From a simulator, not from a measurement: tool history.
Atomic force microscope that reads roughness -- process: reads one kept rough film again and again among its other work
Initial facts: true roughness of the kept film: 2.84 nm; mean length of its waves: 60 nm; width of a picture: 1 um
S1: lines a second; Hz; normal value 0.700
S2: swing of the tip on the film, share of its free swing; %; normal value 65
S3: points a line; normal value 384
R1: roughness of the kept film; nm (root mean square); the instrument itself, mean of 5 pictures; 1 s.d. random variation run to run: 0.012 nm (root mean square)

run 1 day=0.000 | S1=0.700 S2=65 S3=384 | R1=2.639
run 2 day=0.358 | S1=0.700 S2=65 S3=384 | R1=2.622
run 3 day=0.646 | S1=0.700 S2=65 S3=384 | R1=2.597
run 4 day=0.971 | S1=0.700 S2=65 S3=636 | R1=2.607
run 5 day=1.388 | S1=0.700 S2=65 S3=636 | R1=2.593
run 6 day=1.692 | S1=0.764 S2=65 S3=636 | R1=2.580
-- day=1.946 new tip fitted
run 7 day=1.946 | S1=0.764 S2=65 S3=636 | R1=2.729
run 8 day=2.192 | S1=0.700 S2=65 S3=384 | R1=2.701
run 9 day=2.488 | S1=0.700 S2=65 S3=384 | R1=2.708
run 10 day=2.712 | S1=3.820 S2=65 S3=384 | R1=2.465
run 11 day=3.012 | S1=0.700 S2=65 S3=384 | R1=2.680
run 12 day=3.421 | S1=0.700 S2=65 S3=384 | R1=2.656
run 13 day=3.742 | S1=0.700 S2=65 S3=384 | R1=2.634
run 14 day=4.150 | S1=0.700 S2=65 S3=384 | R1=2.624
run 15 day=4.554 | S1=0.700 S2=65 S3=384 | R1=2.605
run 16 day=4.771 | S1=0.700 S2=65 S3=384 | R1=2.604
run 17 day=5.038 | S1=0.769 S2=65 S3=384 | R1=2.606
run 18 day=5.292 | S1=1.400 S2=65 S3=384 | R1=2.531
run 19 day=5.592 | S1=0.700 S2=65 S3=384 | R1=2.561
run 20 day=5.812 | S1=0.523 S2=65 S3=384 | R1=2.596
-- day=5.950 new tip fitted
run 21 day=6.042 | S1=0.523 S2=65 S3=384 | R1=2.719
run 22 day=6.308 | S1=0.523 S2=65 S3=384 | R1=2.712
run 23 day=6.504 | S1=0.523 S2=65 S3=384 | R1=2.695
run 24 day=6.733 | S1=0.700 S2=59 S3=384 | R1=2.683
run 25 day=7.038 | S1=0.700 S2=65 S3=591 | R1=2.675
run 26 day=7.438 | S1=3.157 S2=74 S3=297 | R1=2.340
run 27 day=7.746 | S1=3.157 S2=74 S3=297 | R1=2.323
run 28 day=8.138 | S1=0.890 S2=62 S3=461 | R1=2.618
run 29 day=8.375 | S1=0.890 S2=62 S3=461 | R1=2.611
run 30 day=8.708 | S1=0.890 S2=88 S3=461 | R1=2.460
run 31 day=9.100 | S1=1.408 S2=84 S3=361 | R1=2.381
run 32 day=9.300 | S1=1.408 S2=84 S3=361 | R1=2.365
run 33 day=9.612 | S1=1.408 S2=84 S3=361 | R1=2.336
-- day=9.917 new tip fitted
run 34 day=9.962 | S1=0.700 S2=66 S3=384 | R1=2.695
run 35 day=10.367 | S1=0.700 S2=66 S3=384 | R1=2.691
run 36 day=10.625 | S1=1.750 S2=77 S3=384 | R1=2.480
run 37 day=10.812 | S1=1.750 S2=77 S3=384 | R1=2.464
run 38 day=11.217 | S1=2.879 S2=74 S3=448 | R1=2.382
run 39 day=11.504 | S1=2.879 S2=74 S3=448 | R1=2.353
run 40 day=11.712 | S1=2.288 S2=65 S3=296 | R1=2.512
run 41 day=12.008 | S1=2.288 S2=65 S3=296 | R1=2.495
run 42 day=12.250 | S1=0.700 S2=61 S3=536 | R1=2.643
run 43 day=12.521 | S1=0.700 S2=61 S3=536 | R1=2.606

Subtracting, for every run, the result it would have given without the tool's unlogged condition from the measured result gives the following. The same run-to-run variation enters both numbers; the gauge's scatter may not:
Hidden conditions of the tool in this case: radius of the tip, nm; height scale over the true one, %; drift of the gauge itself on roughness_nm, %.
run=1 R1=-0.085
run=2 R1=-0.098
run=3 R1=-0.108
run=4 R1=-0.122
run=5 R1=-0.136
run=6 R1=-0.148
run=7 R1=-0.005
run=8 R1=-0.012
run=9 R1=-0.024
run=10 R1=-0.030
run=11 R1=-0.045
run=12 R1=-0.062
run=13 R1=-0.075
run=14 R1=-0.092
run=15 R1=-0.108
run=16 R1=-0.114
run=17 R1=-0.124
run=18 R1=-0.130
run=19 R1=-0.143
run=20 R1=-0.154
run=21 R1=-0.012
run=22 R1=-0.021
run=23 R1=-0.028
run=24 R1=-0.037
run=25 R1=-0.049
run=26 R1=-0.058
run=27 R1=-0.068
run=28 R1=-0.092
run=29 R1=-0.101
run=30 R1=-0.108
run=31 R1=-0.119
run=32 R1=-0.124
run=33 R1=-0.133
run=34 R1=-0.011
run=35 R1=-0.026
run=36 R1=-0.035
run=37 R1=-0.042
run=38 R1=-0.055
run=39 R1=-0.063
run=40 R1=-0.074
run=41 R1=-0.085
run=42 R1=-0.100
run=43 R1=-0.109
